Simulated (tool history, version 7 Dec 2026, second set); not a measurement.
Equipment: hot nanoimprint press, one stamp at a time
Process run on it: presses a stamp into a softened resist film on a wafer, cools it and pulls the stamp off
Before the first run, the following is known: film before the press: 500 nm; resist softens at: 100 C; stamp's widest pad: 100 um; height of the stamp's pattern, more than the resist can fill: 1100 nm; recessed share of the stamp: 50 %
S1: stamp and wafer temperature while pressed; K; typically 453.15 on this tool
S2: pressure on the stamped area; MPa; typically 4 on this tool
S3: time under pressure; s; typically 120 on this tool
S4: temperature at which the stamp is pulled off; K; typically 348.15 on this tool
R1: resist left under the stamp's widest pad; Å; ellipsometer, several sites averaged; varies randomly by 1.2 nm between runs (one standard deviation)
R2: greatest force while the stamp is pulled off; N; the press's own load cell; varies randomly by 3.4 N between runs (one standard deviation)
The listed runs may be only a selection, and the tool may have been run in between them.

run 1 hour=0 | S1=453.15 S2=4 S3=120 S4=348.15 | R1=2397 R2=177
run 2 hour=18.4 | S1=453.15 S2=4 S3=120 S4=348.15 | R1=2406 R2=178
run 3 hour=27.9 | S1=453.15 S2=4 S3=120 S4=348.15 | R1=2394 R2=181
run 4 hour=36.7 | S1=453.15 S2=4 S3=120 S4=348.15 | R1=2387 R2=189
run 5 hour=51.8 | S1=453.15 S2=4 S3=120 S4=348.15 | R1=2377 R2=185
run 6 hour=71.4 | S1=448.15 S2=4 S3=120 S4=348.15 | R1=2890 R2=193
run 7 hour=84.3 | S1=448.15 S2=4 S3=120 S4=349.15 | R1=2918 R2=187
run 8 hour=97.2 | S1=453.15 S2=4 S3=120 S4=348.15 | R1=2370 R2=193
run 9 hour=106.4 | S1=453.15 S2=4 S3=120 S4=348.15 | R1=2380 R2=188
run 10 hour=123.5 | S1=453.15 S2=4 S3=120 S4=336.15 | R1=2376 R2=235
run 11 hour=134.2 | S1=453.15 S2=4 S3=120 S4=336.15 | R1=2377 R2=231
run 12 hour=150.1 | S1=453.15 S2=4 S3=120 S4=336.15 | R1=2367 R2=231
run 13 hour=159.9 | S1=453.15 S2=4 S3=120 S4=336.15 | R1=2391 R2=240
run 14 hour=176.3 | S1=453.15 S2=4 S3=120 S4=336.15 | R1=2364 R2=234
run 15 hour=191.5 | S1=453.15 S2=4 S3=120 S4=356.15 | R1=2364 R2=165
run 16 hour=207 | S1=453.15 S2=6.24 S3=120 S4=350.15 | R1=1952 R2=191
run 17 hour=226.4 | S1=453.15 S2=5.32 S3=120 S4=348.15 | R1=2084 R2=198
run 18 hour=240.8 | S1=453.15 S2=5.32 S3=120 S4=348.15 | R1=2102 R2=190
run 19 hour=250.9 | S1=453.15 S2=3.65 S3=74 S4=348.15 | R1=2922 R2=204
run 20 hour=269.6 | S1=453.15 S2=3.65 S3=60 S4=354.15 | R1=3113 R2=175
run 21 hour=286.3 | S1=453.15 S2=3.65 S3=60 S4=354.15 | R1=3092 R2=184
run 22 hour=300.3 | S1=463.15 S2=4.41 S3=120 S4=338.15 | R1=1516 R2=237
run 23 hour=314 | S1=463.15 S2=4.41 S3=120 S4=338.15 | R1=1527 R2=239
run 24 hour=327.2 | S1=463.15 S2=4.41 S3=120 S4=338.15 | R1=1537 R2=249

What if the next run were any one of these 4? Each begins from the tool's condition after run 24:
run A hour=340.5 | S1=444.15 S2=2.8 S3=75 S4=338.15 | R1=? R2=?
run B hour=340.5 | S1=463.15 S2=3.67 S3=120 S4=338.15 | R1=? R2=?
run C hour=340.5 | S1=463.15 S2=3.57 S3=101 S4=356.15 | R1=? R2=?
run D hour=340.5 | S1=453.15 S2=4 S3=70 S4=348.15 | R1=? R2=?

run=A R1=3979 R2=231
run=B R1=1679 R2=245
run=C R1=1808 R2=176
run=D R1=2859 R2=206
Had the tool no hidden state, the same runs would have come out as:
run=A R1=4024 R2=181
run=B R1=1708 R2=192
run=C R1=1839 R2=139
run=D R1=2904 R2=162

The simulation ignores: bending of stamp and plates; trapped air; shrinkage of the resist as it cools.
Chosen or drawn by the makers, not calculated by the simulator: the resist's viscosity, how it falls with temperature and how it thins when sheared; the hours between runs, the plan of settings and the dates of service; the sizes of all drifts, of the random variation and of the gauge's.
